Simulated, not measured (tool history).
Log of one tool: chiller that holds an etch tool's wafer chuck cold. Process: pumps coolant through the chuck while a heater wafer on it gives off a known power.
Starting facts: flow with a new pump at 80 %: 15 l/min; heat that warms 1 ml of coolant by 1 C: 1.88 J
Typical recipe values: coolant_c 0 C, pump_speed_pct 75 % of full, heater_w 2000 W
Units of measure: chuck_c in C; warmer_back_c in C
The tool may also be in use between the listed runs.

run	day	coolant_c	pump_speed_pct	heater_w	chuck_c	warmer_back_c
1	0.000	0	75	2000	19.7	4.83
# day 1.679: coolant changed, channels flushed
2	3.833	0	71	2000	17.8	5.08
3	7.833	0	71	2000	17.9	5.10
4	10.650	2	71	2000	20.0	5.17
5	16.229	0	75	1965	17.1	4.79
6	20.017	0	75	2000	17.4	4.87
7	24.038	0	75	1711	14.9	4.18
8	29.808	0	75	1329	11.7	3.29
# day 30.562: coolant pump overhauled
9	36.075	0	75	1329	12.0	3.40
# day 39.638: coolant pump overhauled, once more
10	42.617	0	75	1329	11.3	3.04
11	48.250	0	75	1329	11.4	3.05
12	53.792	0	75	1329	11.2	3.06
13	58.854	8	62	1329	21.2	3.80
14	62.021	1	84	2000	16.9	4.17
15	66.821	1	84	2000	17.1	4.16
16	71.571	1	84	2000	17.2	4.09
17	75.588	0	71	1581	14.2	3.88
18	78.404	0	74	2243	19.9	5.39
19	83.217	10	75	2000	27.5	4.67
20	88.954	8	87	1412	19.3	2.85
21	92.388	0	75	1024	9.0	2.40

For some of the steps in chuck_c from one run to the next: how much would appear even if the tool had no hidden state, given the settings, what came in and random variation, and how much remains for the hidden state plus any gauge scatter that the measured result and the result without hidden state don't share?
Hidden state present: heat passed by the chuck's channels, % of clean ones'; flow at a given pump speed, % of a new pump's; coolant's true temperature over the reading, C; drift of the gauge itself on chuck_c, C; drift of the gauge itself on warmer_back_c, C.
Run 1 -> 2: pump_speed_pct 75 -> 71, coolant changed, channels flushed. chuck_c -1.9 C: hidden state -2.4, all else +0.5.
Run 9 -> 10: coolant pump overhauled, once more. chuck_c -0.7 C: hidden state -0.8, all else +0.1.
Run 12 -> 13: coolant_c 0 -> 8, pump_speed_pct 75 -> 62. chuck_c +10.0 C: hidden state +0.2, all else +9.8.
Run 20 -> 21: coolant_c 8 -> 0, pump_speed_pct 87 -> 75, heater_w 1412 -> 1024. chuck_c -10.3 C: hidden state -0.1, all else -10.2.
